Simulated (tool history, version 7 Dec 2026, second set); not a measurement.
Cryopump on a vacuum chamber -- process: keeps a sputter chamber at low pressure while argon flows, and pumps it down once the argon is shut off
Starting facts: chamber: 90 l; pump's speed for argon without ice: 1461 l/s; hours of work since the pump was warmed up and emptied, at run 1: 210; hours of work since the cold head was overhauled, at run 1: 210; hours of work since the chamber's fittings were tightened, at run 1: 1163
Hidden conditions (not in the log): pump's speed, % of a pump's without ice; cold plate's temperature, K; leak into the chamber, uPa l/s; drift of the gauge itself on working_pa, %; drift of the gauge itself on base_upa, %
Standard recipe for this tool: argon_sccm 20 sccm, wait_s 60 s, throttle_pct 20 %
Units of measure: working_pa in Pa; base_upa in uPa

run   hour  argon_sccm  wait_s  throttle_pct  hours of work since the pump was warmed up and emptied  hours of work since the cold head was overhauled  hours of work since the chamber's fittings were tightened  working_pa  base_upa
  1    0.0          20      60            20                                                     210                                               210                                                       1163      0.1169      1.77
  2   29.0          20      60            20                                                     235                                               235                                                       1188      0.1174      1.79
  3   50.7          20      60            20                                                     254                                               254                                                       1207      0.1169      1.80
  4   72.9          20      60            20                                                     273                                               273                                                       1226      0.1183      1.80
  5   99.9          20      60            20                                                     297                                               297                                                       1250      0.1174      1.93
  6  120.9          20      60            20                                                     315                                               315                                                       1268      0.1184      1.90
  7  141.6          16      60            20                                                     333                                               333                                                       1286      0.0935      1.87
  8  169.3          16      60            20                                                     357                                               357                                                       1310      0.0943      1.95
  9  188.6          16      60            20                                                     374                                               374                                                       1327      0.0946      2.04
 10  203.2          23      60            20                                                     386                                               386                                                       1339      0.1360      1.95
 11  230.5          29      60            20                                                     410                                               410                                                       1363      0.1718      2.03
 12  256.1          29      60            20                                                     432                                               432                                                       1385      0.1711      2.03
 13  278.6          25     136            24                                                     452                                               452                                                       1405      0.1240      1.81
 14  292.6          29      60            20                                                     464                                               464                                                       1417      0.1728      2.10
 15  314.7          29      60            20                                                     483                                               483                                                       1436      0.1725      2.10
 16  343.3          29      60            20                                                     508                                               508                                                       1461      0.1730      2.17
 17  369.8          16      60            39                                                     531                                               531                                                       1484      0.0503      2.20
 18  382.1          16      60            39                                                     542                                               542                                                       1495      0.0505      2.13
 19  408.1          13      60            17                                                     564                                               564                                                       1517      0.0925      2.25
 20  435.8          13      60            17                                                     588                                               588                                                       1541      0.0910      2.30
 21  459.7          13      60            17                                                     609                                               609                                                       1562      0.0912      2.29
 22  483.9          17      22            26                                                     630                                               630                                                       1583      0.0797      3.15
 23  512.6          17      22            26                                                     655                                               655                                                       1608      0.0798      3.15
 24  528.1          34     100            25                                                     668                                               668                                                       1621      0.1656      2.28

Had the tool no unlogged condition, and each run kept its random variation, what would the results have been?
run  working_pa  base_upa
  1      0.1154      0.68
  2      0.1157      0.66
  3      0.1151      0.67
  4      0.1164      0.65
  5      0.1153      0.71
  6      0.1162      0.68
  7      0.0916      0.66
  8      0.0924      0.68
  9      0.0925      0.72
 10      0.1329      0.65
 11      0.1677      0.68
 12      0.1668      0.66
 13      0.1201      0.40
 14      0.1681      0.67
 15      0.1676      0.67
 16      0.1678      0.67
 17      0.0473      0.67
 18      0.0474      0.62
 19      0.0898      0.66
 20      0.0883      0.67
 21      0.0884      0.67
 22      0.0759      1.47
 23      0.0757      1.47
 24      0.1573      0.51
